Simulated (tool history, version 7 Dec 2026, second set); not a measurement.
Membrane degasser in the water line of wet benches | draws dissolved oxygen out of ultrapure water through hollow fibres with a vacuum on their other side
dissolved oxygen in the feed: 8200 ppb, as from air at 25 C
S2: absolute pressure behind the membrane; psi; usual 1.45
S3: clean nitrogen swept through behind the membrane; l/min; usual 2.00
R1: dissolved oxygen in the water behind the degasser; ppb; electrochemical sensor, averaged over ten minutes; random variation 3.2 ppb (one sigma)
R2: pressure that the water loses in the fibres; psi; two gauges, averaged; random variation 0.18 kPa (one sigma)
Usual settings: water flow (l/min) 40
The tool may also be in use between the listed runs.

Run 1, day 0.000: usual settings. Result: R1 314.4 ppb, R2 4.902 psi.
Run 2, day 4.812: usual settings but S2 3.42 psi. Result: R1 853.0 ppb, R2 4.883 psi.
Run 3, day 9.050: usual settings but water flow (l/min) 41. Result: R1 329.1 ppb, R2 5.002 psi.
Run 4, day 13.379: usual settings. Result: R1 318.6 ppb, R2 4.876 psi.
Run 5, day 17.467: usual settings but water flow (l/min) 35. Result: R1 271.6 ppb, R2 4.297 psi.
Run 6, day 22.058: usual settings but water flow (l/min) 35. Result: R1 273.5 ppb, R2 4.197 psi.
Run 7, day 27.467: usual settings but water flow (l/min) 35. Result: R1 273.2 ppb, R2 4.247 psi.
Run 8, day 31.721: usual settings but water flow (l/min) 31. Result: R1 244.8 ppb, R2 3.788 psi.
Run 9, day 34.383: usual settings but water flow (l/min) 31, S3 2.61 l/min. Result: R1 192.6 ppb, R2 3.799 psi.
Run 10, day 36.971: usual settings but water flow (l/min) 51, S3 1.43 l/min. Result: R1 528.2 ppb, R2 6.193 psi.
Run 11, day 41.438: usual settings but water flow (l/min) 35, S2 2.54 psi, S3 3.93 l/min. Result: R1 303.9 ppb, R2 4.205 psi.
Run 12, day 46.967: usual settings but S2 3.38 psi, S3 2.51 l/min. Result: R1 701.3 ppb, R2 4.841 psi.
At day 47.521: seals of the vacuum lines changed.
Run 13, day 52.283: usual settings but water flow (l/min) 26, S2 2.70 psi, S3 3.01 l/min. Result: R1 314.8 ppb, R2 3.060 psi.
Run 14, day 55.967: usual settings but water flow (l/min) 25, S2 2.42 psi, S3 1.19 l/min. Result: R1 601.5 ppb, R2 3.037 psi.
Run 15, day 61.375: usual settings but water flow (l/min) 25, S2 2.42 psi, S3 1.19 l/min. Result: R1 603.4 ppb, R2 3.028 psi.
Run 16, day 64.521: usual settings but water flow (l/min) 25, S2 2.42 psi, S3 1.19 l/min. Result: R1 591.3 ppb, R2 3.017 psi.
Run 17, day 68.342: usual settings but water flow (l/min) 25, S2 2.42 psi, S3 1.19 l/min. Result: R1 594.4 ppb, R2 3.004 psi.

Hidden state or all else? Some run-to-run changes of R2, split into what the settings, what came in and random variation would give without the hidden state, and what is left for the hidden state (with any gauge scatter that isn't in both results):
The hidden state here: membrane still open, %; true pressure behind the membrane over the reading, kPa; air that leaks in behind the membrane, l/min; drift of the gauge itself on oxygen_ppb, %; drift of the gauge itself on loss_of_pressure_kpa, %.
Run 9 -> 10: water flow (l/min) 31 -> 51, S3 2.61 -> 1.43. R2 +2.395 psi: hidden state -0.013, all else +2.408.
